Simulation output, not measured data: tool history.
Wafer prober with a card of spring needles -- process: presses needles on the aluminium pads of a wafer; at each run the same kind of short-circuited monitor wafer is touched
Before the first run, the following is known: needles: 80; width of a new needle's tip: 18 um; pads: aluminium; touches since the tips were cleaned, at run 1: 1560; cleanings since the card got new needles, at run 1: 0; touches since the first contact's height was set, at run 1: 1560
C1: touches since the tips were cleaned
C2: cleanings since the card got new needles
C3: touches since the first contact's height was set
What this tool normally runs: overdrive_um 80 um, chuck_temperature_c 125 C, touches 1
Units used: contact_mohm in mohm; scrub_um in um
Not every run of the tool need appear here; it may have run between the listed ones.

{"run": 1, "hour": 0.0, "overdrive_um": 80, "chuck_temperature_c": 125, "touches": 1, "C1": 1560, "C2": 0, "C3": 1560, "contact_mohm": 187, "scrub_um": 10.61}
{"hour": 1.1, "done": "tips cleaned on abrasive film"}
{"hour": 6.2, "done": "tips cleaned on abrasive film"}
{"hour": 11.3, "done": "tips cleaned on abrasive film"}
{"hour": 16.3, "done": "tips cleaned on abrasive film"}
{"hour": 20.4, "done": "tips cleaned on abrasive film"}
{"hour": 25.5, "done": "tips cleaned on abrasive film"}
{"hour": 30.6, "done": "tips cleaned on abrasive film"}
{"hour": 34.7, "done": "tips cleaned on abrasive film"}
{"hour": 39.7, "done": "tips cleaned on abrasive film"}
{"run": 2, "hour": 41.7, "overdrive_um": 80, "chuck_temperature_c": 125, "touches": 1, "C1": 904, "C2": 9, "C3": 20453, "contact_mohm": 177, "scrub_um": 10.33}
{"hour": 44.8, "done": "tips cleaned on abrasive film"}
{"hour": 48.9, "done": "tips cleaned on abrasive film"}
{"hour": 53.9, "done": "tips cleaned on abrasive film"}
{"hour": 59.0, "done": "tips cleaned on abrasive film"}
{"hour": 64.1, "done": "tips cleaned on abrasive film"}
{"hour": 69.2, "done": "tips cleaned on abrasive film"}
{"hour": 73.3, "done": "tips cleaned on abrasive film"}
{"hour": 78.4, "done": "tips cleaned on abrasive film"}
{"hour": 83.4, "done": "tips cleaned on abrasive film"}
{"hour": 88.5, "done": "tips cleaned on abrasive film"}
{"hour": 93.6, "done": "tips cleaned on abrasive film"}
{"hour": 98.7, "done": "tips cleaned on abrasive film"}
{"hour": 103.8, "done": "tips cleaned on abrasive film"}
{"run": 3, "hour": 103.8, "overdrive_um": 80, "chuck_temperature_c": 125, "touches": 1, "C1": 31, "C2": 22, "C3": 48621, "contact_mohm": 149, "scrub_um": 10.34}
{"hour": 107.9, "done": "tips cleaned on abrasive film"}
{"hour": 112.0, "done": "tips cleaned on abrasive film"}
{"hour": 117.1, "done": "tips cleaned on abrasive film"}
{"hour": 122.2, "done": "tips cleaned on abrasive film"}
{"hour": 127.2, "done": "tips cleaned on abrasive film"}
{"hour": 131.3, "done": "tips cleaned on abrasive film"}
{"hour": 136.4, "done": "tips cleaned on abrasive film"}
{"hour": 141.5, "done": "tips cleaned on abrasive film"}
{"hour": 146.6, "done": "tips cleaned on abrasive film"}
{"hour": 151.6, "done": "tips cleaned on abrasive film"}
{"hour": 156.7, "done": "tips cleaned on abrasive film"}
{"hour": 161.8, "done": "tips cleaned on abrasive film"}
{"hour": 166.9, "done": "tips cleaned on abrasive film"}
{"hour": 172.0, "done": "tips cleaned on abrasive film"}
{"hour": 176.0, "done": "tips cleaned on abrasive film"}
{"hour": 181.1, "done": "tips cleaned on abrasive film"}
{"hour": 182.4, "done": "height of the first contact set anew"}
{"hour": 186.5, "done": "tips cleaned on abrasive film"}
{"hour": 191.1, "done": "tips cleaned on abrasive film"}
{"run": 4, "hour": 191.1, "overdrive_um": 80, "chuck_temperature_c": 125, "touches": 1, "C1": 0, "C2": 40, "C3": 3908, "contact_mohm": 143, "scrub_um": 10.65}
{"hour": 195.1, "done": "tips cleaned on abrasive film"}
{"hour": 200.2, "done": "tips cleaned on abrasive film"}
{"hour": 205.3, "done": "tips cleaned on abrasive film"}
{"hour": 210.4, "done": "tips cleaned on abrasive film"}
{"hour": 215.5, "done": "tips cleaned on abrasive film"}
{"hour": 220.5, "done": "tips cleaned on abrasive film"}
{"hour": 225.6, "done": "tips cleaned on abrasive film"}
{"hour": 230.7, "done": "tips cleaned on abrasive film"}
{"hour": 235.8, "done": "tips cleaned on abrasive film"}
{"hour": 240.9, "done": "tips cleaned on abrasive film"}
{"hour": 245.9, "done": "tips cleaned on abrasive film"}
{"run": 5, "hour": 248.4, "overdrive_um": 80, "chuck_temperature_c": 125, "touches": 1, "C1": 1143, "C2": 51, "C3": 29961, "contact_mohm": 190, "scrub_um": 10.45}
{"hour": 250.5, "done": "tips cleaned on abrasive film"}
{"hour": 255.6, "done": "tips cleaned on abrasive film"}
{"hour": 260.7, "done": "tips cleaned on abrasive film"}
{"hour": 265.8, "done": "tips cleaned on abrasive film"}
{"hour": 270.8, "done": "tips cleaned on abrasive film"}
{"hour": 274.9, "done": "tips cleaned on abrasive film"}
{"hour": 280.0, "done": "tips cleaned on abrasive film"}
{"hour": 285.1, "done": "tips cleaned on abrasive film"}
{"hour": 290.2, "done": "tips cleaned on abrasive film"}
{"run": 6, "hour": 293.7, "overdrive_um": 80, "chuck_temperature_c": 125, "touches": 1, "C1": 1651, "C2": 60, "C3": 50526, "contact_mohm": 209, "scrub_um": 10.29}
{"hour": 294.8, "done": "tips cleaned on abrasive film"}
{"hour": 299.9, "done": "tips cleaned on abrasive film"}
{"hour": 305.0, "done": "tips cleaned on abrasive film"}
{"hour": 310.1, "done": "tips cleaned on abrasive film"}
{"hour": 315.1, "done": "tips cleaned on abrasive film"}
{"hour": 320.2, "done": "tips cleaned on abrasive film"}
{"hour": 325.3, "done": "tips cleaned on abrasive film"}
{"hour": 330.4, "done": "tips cleaned on abrasive film"}
{"hour": 335.5, "done": "tips cleaned on abrasive film"}
{"hour": 339.5, "done": "tips cleaned on abrasive film"}
{"hour": 344.6, "done": "tips cleaned on abrasive film"}
{"hour": 349.7, "done": "tips cleaned on abrasive film"}
{"hour": 353.8, "done": "tips cleaned on abrasive film"}
{"hour": 358.9, "done": "tips cleaned on abrasive film"}
{"hour": 364.0, "done": "tips cleaned on abrasive film"}
{"hour": 368.2, "done": "height of the first contact set anew"}
{"hour": 369.3, "done": "tips cleaned on abrasive film"}
{"hour": 373.4, "done": "tips cleaned on abrasive film"}
{"run": 7, "hour": 376.5, "overdrive_um": 80, "chuck_temperature_c": 125, "touches": 1, "C1": 1434, "C2": 77, "C3": 3741, "contact_mohm": 203, "scrub_um": 10.35}
{"hour": 377.6, "done": "tips cleaned on abrasive film"}
{"hour": 382.7, "done": "tips cleaned on abrasive film"}
{"hour": 387.8, "done": "tips cleaned on abrasive film"}
{"hour": 392.8, "done": "tips cleaned on abrasive film"}
{"hour": 397.9, "done": "tips cleaned on abrasive film"}
{"hour": 402.0, "done": "tips cleaned on abrasive film"}
{"hour": 407.1, "done": "tips cleaned on abrasive film"}
{"hour": 412.2, "done": "tips cleaned on abrasive film"}
{"hour": 417.3, "done": "tips cleaned on abrasive film"}
{"hour": 422.3, "done": "tips cleaned on abrasive film"}
{"hour": 427.4, "done": "tips cleaned on abrasive film"}
{"run": 8, "hour": 429.2, "overdrive_um": 80, "chuck_temperature_c": 125, "touches": 1, "C1": 835, "C2": 88, "C3": 27639, "contact_mohm": 192, "scrub_um": 10.23}
{"hour": 432.3, "done": "tips cleaned on abrasive film"}
{"hour": 437.4, "done": "tips cleaned on abrasive film"}
{"hour": 442.5, "done": "tips cleaned on abrasive film"}
{"hour": 447.5, "done": "tips cleaned on abrasive film"}
{"hour": 452.6, "done": "tips cleaned on abrasive film"}
{"hour": 457.7, "done": "tips cleaned on abrasive film"}
{"hour": 462.8, "done": "tips cleaned on abrasive film"}
{"hour": 467.9, "done": "tips cleaned on abrasive film"}
{"hour": 472.9, "done": "tips cleaned on abrasive film"}
{"hour": 477.0, "done": "tips cleaned on abrasive film"}
{"hour": 482.1, "done": "tips cleaned on abrasive film"}
{"hour": 486.2, "done": "tips cleaned on abrasive film"}
{"hour": 491.1, "done": "tips cleaned on abrasive film"}
{"run": 9, "hour": 491.1, "overdrive_um": 94, "chuck_temperature_c": 52, "touches": 1, "C1": 0, "C2": 101, "C3": 55675, "contact_mohm": 130, "scrub_um": 11.88}
{"hour": 495.1, "done": "tips cleaned on abrasive film"}
{"hour": 500.2, "done": "tips cleaned on abrasive film"}
{"hour": 505.3, "done": "tips cleaned on abrasive film"}
{"hour": 510.4, "done": "tips cleaned on abrasive film"}
{"hour": 515.5, "done": "tips cleaned on abrasive film"}
{"hour": 520.5, "done": "tips cleaned on abrasive film"}
{"hour": 525.6, "done": "tips cleaned on abrasive film"}
{"hour": 530.7, "done": "tips cleaned on abrasive film"}
{"hour": 535.8, "done": "tips cleaned on abrasive film"}
{"hour": 540.9, "done": "tips cleaned on abrasive film"}
{"hour": 545.9, "done": "tips cleaned on abrasive film"}
{"hour": 551.0, "done": "tips cleaned on abrasive film"}
{"hour": 554.3, "done": "height of the first contact set anew"}
{"hour": 556.4, "done": "tips cleaned on abrasive film"}
{"hour": 560.5, "done": "tips cleaned on abrasive film"}
{"run": 10, "hour": 564.4, "overdrive_um": 94, "chuck_temperature_c": 52, "touches": 1, "C1": 1835, "C2": 115, "C3": 4603, "contact_mohm": 197, "scrub_um": 12.29}
{"hour": 565.5, "done": "tips cleaned on abrasive film"}
{"hour": 569.6, "done": "tips cleaned on abrasive film"}
{"hour": 574.7, "done": "tips cleaned on abrasive film"}
{"hour": 578.8, "done": "tips cleaned on abrasive film"}
{"hour": 583.9, "done": "tips cleaned on abrasive film"}
{"hour": 588.9, "done": "tips cleaned on abrasive film"}
{"hour": 593.0, "done": "tips cleaned on abrasive film"}
{"hour": 598.1, "done": "tips cleaned on abrasive film"}
{"hour": 603.2, "done": "tips cleaned on abrasive film"}
{"hour": 608.3, "done": "tips cleaned on abrasive film"}
{"hour": 612.4, "done": "tips cleaned on abrasive film"}
{"hour": 617.4, "done": "tips cleaned on abrasive film"}
{"hour": 621.5, "done": "tips cleaned on abrasive film"}
{"hour": 626.6, "done": "tips cleaned on abrasive film"}
{"hour": 630.7, "done": "tips cleaned on abrasive film"}
{"hour": 635.8, "done": "tips cleaned on abrasive film"}
{"hour": 640.2, "done": "tips cleaned on abrasive film"}
{"run": 11, "hour": 640.2, "overdrive_um": 70, "chuck_temperature_c": 93, "touches": 1, "C1": 0, "C2": 132, "C3": 38897, "contact_mohm": 150, "scrub_um": 8.85}
{"hour": 645.3, "done": "tips cleaned on abrasive film"}
{"hour": 649.4, "done": "tips cleaned on abrasive film"}
{"hour": 654.4, "done": "tips cleaned on abrasive film"}
{"hour": 659.5, "done": "tips cleaned on abrasive film"}
{"hour": 664.6, "done": "tips cleaned on abrasive film"}
{"hour": 669.7, "done": "tips cleaned on abrasive film"}
{"hour": 674.8, "done": "tips cleaned on abrasive film"}
{"hour": 679.8, "done": "tips cleaned on abrasive film"}
{"hour": 684.9, "done": "tips cleaned on abrasive film"}
{"hour": 690.0, "done": "tips cleaned on abrasive film"}
{"hour": 695.1, "done": "tips cleaned on abrasive film"}
{"hour": 699.2, "done": "tips cleaned on abrasive film"}
{"hour": 704.2, "done": "tips cleaned on abrasive film"}
{"hour": 709.3, "done": "tips cleaned on abrasive film"}
{"hour": 714.4, "done": "tips cleaned on abrasive film"}
{"hour": 719.5, "done": "tips cleaned on abrasive film"}
{"hour": 724.6, "done": "tips cleaned on abrasive film"}
{"hour": 728.6, "done": "tips cleaned on abrasive film"}
{"hour": 733.2, "done": "tips cleaned on abrasive film"}
{"run": 12, "hour": 733.2, "overdrive_um": 94, "chuck_temperature_c": 29, "touches": 2, "C1": 0, "C2": 151, "C3": 81073, "contact_mohm": 131, "scrub_um": 11.99}

Predict the results of run 13:
{"hour": 737.3, "done": "tips cleaned on abrasive film"}
{"hour": 740.5, "done": "height of the first contact set anew"}
{"hour": 742.6, "done": "tips cleaned on abrasive film"}
{"hour": 747.7, "done": "tips cleaned on abrasive film"}
{"hour": 752.8, "done": "tips cleaned on abrasive film"}
{"hour": 757.9, "done": "tips cleaned on abrasive film"}
{"hour": 762.0, "done": "tips cleaned on abrasive film"}
{"hour": 767.0, "done": "tips cleaned on abrasive film"}
{"hour": 772.1, "done": "tips cleaned on abrasive film"}
{"hour": 777.2, "done": "tips cleaned on abrasive film"}
{"hour": 782.3, "done": "tips cleaned on abrasive film"}
{"hour": 787.4, "done": "tips cleaned on abrasive film"}
{"hour": 792.4, "done": "tips cleaned on abrasive film"}
{"hour": 797.5, "done": "tips cleaned on abrasive film"}
{"run": 13, "hour": 798.2, "overdrive_um": 94, "chuck_temperature_c": 29, "touches": 2, "C1": 330, "C2": 164, "C3": 26162, "contact_mohm": "?", "scrub_um": "?"}

{"run 13": {"contact_mohm": 140, "scrub_um": 12.04}}
Minus the tool's unlogged condition, the same run would have read contact_mohm 118 mohm, scrub_um 12.22 um.
